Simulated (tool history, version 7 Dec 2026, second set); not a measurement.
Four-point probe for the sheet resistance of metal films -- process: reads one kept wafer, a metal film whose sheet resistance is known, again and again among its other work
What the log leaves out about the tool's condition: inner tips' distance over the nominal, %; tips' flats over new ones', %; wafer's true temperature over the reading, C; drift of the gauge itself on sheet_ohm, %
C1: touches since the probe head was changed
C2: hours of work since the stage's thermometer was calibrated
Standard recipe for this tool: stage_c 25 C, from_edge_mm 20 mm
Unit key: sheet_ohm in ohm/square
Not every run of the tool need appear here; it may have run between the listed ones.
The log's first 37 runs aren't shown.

Run 38, hour 695.7: usual settings but stage_c 34 C, from_edge_mm 24 mm; C1 16120; C2 721. Result: sheet_ohm 6.967306 ohm/square.
Run 39, hour 720.6: usual settings but from_edge_mm 26 mm; C1 16892; C2 732. Result: sheet_ohm 6.926381 ohm/square.
Run 40, hour 744.6: usual settings but stage_c 27 C, from_edge_mm 36 mm; C1 17633; C2 743. Result: sheet_ohm 6.933138 ohm/square.
Run 41, hour 757.3: usual settings but stage_c 20 C, from_edge_mm 36 mm; C1 18026; C2 749. Result: sheet_ohm 6.89992 ohm/square.
Run 42, hour 778.7: usual settings but stage_c 20 C, from_edge_mm 36 mm; C1 18690; C2 758. Result: sheet_ohm 6.901401 ohm/square.
Run 43, hour 805.4: usual settings but stage_c 20 C, from_edge_mm 36 mm; C1 19516; C2 770. Result: sheet_ohm 6.904017 ohm/square.
Run 44, hour 818.5: usual settings but from_edge_mm 39 mm; C1 19919; C2 776. Result: sheet_ohm 6.926582 ohm/square.
Run 45, hour 835.9: usual settings but stage_c 19 C; C1 20457; C2 784. Result: sheet_ohm 6.898228 ohm/square.

Predict each of these 4 candidate next runs independently; none follows another, all start after run 45:
Run A, hour 859: usual settings but from_edge_mm 29 mm; C1 21173; C2 794. Result: sheet_ohm ?.
Run B, hour 859: usual settings but stage_c 30 C, from_edge_mm 16 mm; C1 21173; C2 794. Result: sheet_ohm ?.
Run C, hour 859: usual settings but stage_c 31 C, from_edge_mm 40 mm; C1 21173; C2 794. Result: sheet_ohm ?.
Run D, hour 859: usual settings but stage_c 19 C, from_edge_mm 3 mm; C1 21173; C2 794. Result: sheet_ohm ?.

run  sheet_ohm
  A   6.928248
  B   6.954006
  C   6.957976
  D   6.999906
Without the tool's hidden state the same runs would have given:
run  sheet_ohm
  A   6.913316
  B   6.938928
  C   6.942871
  D   6.984959
